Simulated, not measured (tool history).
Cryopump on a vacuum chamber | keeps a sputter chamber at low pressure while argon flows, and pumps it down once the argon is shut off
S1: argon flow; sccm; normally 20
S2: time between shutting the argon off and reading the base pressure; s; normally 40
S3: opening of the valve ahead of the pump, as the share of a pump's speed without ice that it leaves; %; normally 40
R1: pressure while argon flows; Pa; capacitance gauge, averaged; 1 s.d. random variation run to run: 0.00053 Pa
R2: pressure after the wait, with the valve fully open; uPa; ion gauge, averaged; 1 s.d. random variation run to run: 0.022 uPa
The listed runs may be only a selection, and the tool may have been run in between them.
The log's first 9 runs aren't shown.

run 10 day=31.204 | S1=20 S2=40 S3=40 | R1=0.0473 R2=0.77
-- day=33.812 pump warmed up, emptied and cooled again
run 11 day=36.642 | S1=20 S2=40 S3=52 | R1=0.0331 R2=0.83
run 12 day=40.721 | S1=20 S2=40 S3=52 | R1=0.0350 R2=0.86
run 13 day=43.088 | S1=11 S2=40 S3=52 | R1=0.0200 R2=0.93
run 14 day=46.575 | S1=11 S2=121 S3=52 | R1=0.0215 R2=0.68
-- day=49.954 pump warmed up, emptied and cooled again
run 15 day=51.446 | S1=11 S2=121 S3=52 | R1=0.0185 R2=0.62
run 16 day=53.875 | S1=11 S2=121 S3=52 | R1=0.0176 R2=0.72
run 17 day=59.092 | S1=11 S2=121 S3=52 | R1=0.0200 R2=0.89
run 18 day=63.883 | S1=11 S2=121 S3=52 | R1=0.0218 R2=1.02
-- day=66.138 pump warmed up, emptied and cooled again
run 19 day=67.783 | S1=11 S2=121 S3=52 | R1=0.0183 R2=0.86
run 20 day=72.296 | S1=19 S2=70 S3=17 | R1=0.0934 R2=1.07
run 21 day=77.333 | S1=9 S2=27 S3=17 | R1=0.0449 R2=1.72
run 22 day=81.025 | S1=9 S2=34 S3=33 | R1=0.0252 R2=1.70
-- day=82.454 pump warmed up, emptied and cooled again
run 23 day=84.758 | S1=36 S2=33 S3=40 | R1=0.0755 R2=1.48
run 24 day=87.808 | S1=26 S2=65 S3=16 | R1=0.1351 R2=1.32
run 25 day=91.717 | S1=24 S2=65 S3=16 | R1=0.1264 R2=1.44
run 26 day=96.267 | S1=17 S2=42 S3=59 | R1=0.0287 R2=1.81
-- day=98.671 pump warmed up, emptied and cooled again
run 27 day=100.375 | S1=9 S2=42 S3=24 | R1=0.0308 R2=1.52
run 28 day=102.621 | S1=9 S2=42 S3=24 | R1=0.0312 R2=1.62

Estimate the outcome of run 29 from the log above:
run 29 day=105.458 | S1=9 S2=42 S3=24 | R1=? R2=?

R1: 0.0317 Pa
R2: 1.69 uPa
If the tool had no hidden condition, the same run with the same run-to-run variation would have returned R1 0.0305 Pa, R2 0.59 uPa.
